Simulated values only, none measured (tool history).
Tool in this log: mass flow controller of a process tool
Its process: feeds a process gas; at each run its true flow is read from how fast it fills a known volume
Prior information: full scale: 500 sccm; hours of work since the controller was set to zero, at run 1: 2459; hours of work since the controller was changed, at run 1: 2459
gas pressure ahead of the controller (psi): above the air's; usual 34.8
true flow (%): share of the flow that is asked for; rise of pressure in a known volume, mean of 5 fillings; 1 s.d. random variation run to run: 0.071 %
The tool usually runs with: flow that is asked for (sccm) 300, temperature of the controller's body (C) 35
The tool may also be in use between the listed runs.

run	hour	flow that is asked for (sccm)	gas pressure ahead of the controller (psi)	temperature of the controller's body (C)	hours of work since the controller was set to zero	hours of work since the controller was changed	true flow (%)
1	0	300	34.8	35	2459	2459	99.49
2	135.3	300	28.4	35	2528	2528	99.57
3	260.6	300	28.4	35	2593	2593	99.56
4	351.7	300	34.8	25	2640	2640	99.68
5	440.7	300	34.8	25	2686	2686	99.72
6	524.6	100	34.8	35	2729	2729	99.17
7	604.4	100	34.8	35	2770	2770	99.16
8	702.7	100	34.8	35	2821	2821	99.21
9	834.9	100	34.8	35	2889	2889	99.17
10	900.4	100	34.8	35	2923	2923	99.07
11	1024.5	88	34.8	35	2987	2987	98.92
12	1130.2	300	34.8	35	3041	3041	99.07
13	1229.9	300	34.8	35	3093	3093	99.03
14	1337.2	300	34.8	35	3148	3148	99.02
15	1441.5	300	34.8	35	3202	3202	98.98
16	1569.8	300	34.8	35	3268	3268	98.83
17	1630	300	34.8	35	3299	3299	98.97
18	1697	300	27.4	35	3333	3333	99.01
19	1753.5	300	27.4	35	3362	3362	98.98
20	1840.1	300	27.4	35	3407	3407	98.94
21	1971.2	300	27.4	35	3475	3475	98.97
22	2106.9	140	34.8	35	3545	3545	98.64
23	2207.4	300	34.8	35	3596	3596	98.66
24	2307.3	300	34.8	35	3648	3648	98.81
25	2372.1	300	34.8	35	3681	3681	98.6
26	2430.5	300	34.8	35	3711	3711	98.49
27	2495.2	408	37.6	25	3745	3745	98.8
28	2579.5	160	39	29	3788	3788	98.55
29	2647.4	139	40.2	35	3823	3823	98.29
30	2738.5	114	23.9	35	3870	3870	98.45
31	2867.1	70	24.2	22	3936	3936	98.92
32	2988.6	277	24.2	22	3999	3999	98.98
33	3081.8	486	20.9	28	4047	4047	98.81
34	3181.3	250	27.8	28	4098	4098	98.54
35	3275.5	300	27.3	22	4147	4147	98.74
36	3344.3	129	24.4	23	4182	4182	98.59
37	3451.6	129	24.4	23	4238	4238	98.58
38	3519.6	129	24.4	23	4273	4273	98.47
39	3647.7	300	34.8	34	4339	4339	98.2
40	3735.6	300	34.8	34	4384	4384	98.09
# hour 3749.2: gauge calibrated
41	3806.7	68	21	26	4421	4421	99.8
42	3916.8	123	37.6	22	4477	4477	99.64
43	3975	300	30.9	35	4507	4507	99.54
44	4031.1	89	30.9	35	4536	4536	99.42
45	4088.4	57	28	35	4566	4566	99.4
46	4223.5	57	28	35	4636	4636	99.25
47	4308.8	300	23.1	20	4680	4680	100.01
48	4413.1	175	24.7	32	4733	4733	99.51
49	4530	175	24.7	32	4794	4794	99.41

Some steps in true flow (%) between neighbouring runs. How much of each would the tool show without its hidden state too (settings, what came in, random variation), and how much is left for the hidden state, with any gauge scatter that isn't in both results?
What the log doesn't record here: flow at rest that the sensor doesn't see, % of full scale; true flow over the shown one, %; drift of the gauge itself on true_pct, %.
Run 5 -> 6: flow that is asked for (sccm) 300 -> 100, temperature of the controller's body (C) 25 -> 35. true flow (%) -0.55: hidden state -0.04, all else -0.51.
Run 15 -> 16: settings left as they were, no log entry in between. true flow (%) -0.15: hidden state -0.06, all else -0.09.
Run 21 -> 22: flow that is asked for (sccm) 300 -> 140, gas pressure ahead of the controller (psi) 27.4 -> 34.8. true flow (%) -0.33: hidden state -0.06, all else -0.27.
Run 40 -> 41: flow that is asked for (sccm) 300 -> 68, gas pressure ahead of the controller (psi) 34.8 -> 21, temperature of the controller's body (C) 34 -> 26, gauge calibrated. true flow (%) +1.71: hidden state +1.35, all else +0.36.
Run 46 -> 47: flow that is asked for (sccm) 57 -> 300, gas pressure ahead of the controller (psi) 28 -> 23.1, temperature of the controller's body (C) 35 -> 20. true flow (%) +0.76: hidden state -0.02, all else +0.78.
